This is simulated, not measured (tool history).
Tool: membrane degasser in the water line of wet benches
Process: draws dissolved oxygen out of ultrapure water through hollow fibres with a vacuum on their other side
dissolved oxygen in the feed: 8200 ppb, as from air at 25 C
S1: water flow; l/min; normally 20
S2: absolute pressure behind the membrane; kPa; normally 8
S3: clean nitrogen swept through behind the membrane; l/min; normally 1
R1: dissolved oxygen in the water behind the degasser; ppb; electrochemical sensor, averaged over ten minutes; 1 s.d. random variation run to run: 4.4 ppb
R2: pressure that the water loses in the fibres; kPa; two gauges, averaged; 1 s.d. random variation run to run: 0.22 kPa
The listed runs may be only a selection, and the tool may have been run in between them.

| run | hour | S1 | S2 | S3 | R1 | R2 |
|---|---|---|---|---|---|---|
| 1 | 0 | 20 | 8 | 1 | 440.2 | 51.65 |
| 2 | 49.3 | 20 | 8 | 0.4 | 654.9 | 52.05 |
| 3 | 111.1 | 20 | 8 | 0.4 | 655.6 | 51.78 |
| 4 | 155.3 | 20 | 8 | 0.4 | 651.5 | 52.04 |
| 5 | 204.8 | 20 | 8 | 0.4 | 670.2 | 52.02 |
| 6 | 264.3 | 20 | 8 | 0.92 | 458 | 52.21 |
| 7 | 322.8 | 20 | 8 | 0.92 | 453 | 51.83 |
| 8 | 363.4 | 20 | 8 | 0.92 | 457.1 | 52.17 |
| 9 | 393.6 | 20 | 8 | 1 | 446.7 | 52.26 |
| 10 | 444.7 | 20 | 8 | 1 | 449.6 | 52.05 |
| 11 | 484.8 | 20 | 8 | 1 | 439.2 | 52.04 |
| 12 | 542.2 | 31 | 8 | 1 | 894.2 | 80.08 |
| 13 | 583.4 | 31 | 8 | 1 | 897 | 80.86 |
| 14 | 646.6 | 31 | 8 | 1 | 890.6 | 80.76 |
| 15 | 674.3 | 31 | 8 | 1 | 890.8 | 80.6 |
| 16 | 722.4 | 20 | 15.59 | 1.83 | 532.8 | 52.17 |
| 17 | 757.6 | 14 | 15.59 | 1.83 | 310.6 | 36.52 |
| 18 | 793.8 | 13 | 10.6 | 1 | 287.5 | 34.24 |
| 19 | 843.8 | 13 | 10.6 | 1 | 285.1 | 33.79 |
| 20 | 879.7 | 20 | 14.74 | 2.35 | 453.8 | 52.06 |
|  | 884.5 | vacuum gauge calibrated |
| 21 | 907.9 | 20 | 18.89 | 1.92 | 598.3 | 52.42 |
| 22 | 934.2 | 20 | 5.61 | 1.37 | 318.7 | 52.25 |
| 23 | 995.5 | 20 | 5.61 | 1.37 | 317.5 | 52.33 |
| 24 | 1025 | 14 | 8 | 1 | 244.5 | 36.35 |
| 25 | 1085.5 | 14 | 11.09 | 0.74 | 412.6 | 36.46 |
| 26 | 1141.7 | 14 | 11.09 | 0.74 | 409.6 | 36.6 |
| 27 | 1196.2 | 14 | 5.67 | 1.44 | 147.7 | 36.74 |
|  | 1238.6 | vacuum gauge calibrated, once more |
| 28 | 1242.6 | 31 | 7.26 | 1 | 854.7 | 81 |
| 29 | 1276.7 | 31 | 8.97 | 1 | 937.8 | 81.15 |

4 options for the next run, each taken on its own from the tool as it stands now. Forecast them:
| A | 1310.1 | 20 | 16.61 | 0.79 | ? | ? |
| B | 1310.1 | 16 | 8.97 | 1 | ? | ? |
| C | 1310.1 | 22 | 10.7 | 0.96 | ? | ? |
| D | 1310.1 | 14 | 10.55 | 1.07 | ? | ? |

| run | R1 | R2 |
|---|---|---|
| A | 888.7 | 52.07 |
| B | 332.3 | 41.65 |
| C | 648.8 | 57.1 |
| D | 301.9 | 36.81 |
Without the tool's hidden state the same runs would have given:
| run | R1 | R2 |
|---|---|---|
| A | 880.8 | 51.64 |
| B | 327.1 | 41.3 |
| C | 640.3 | 56.62 |
| D | 297.4 | 36.51 |
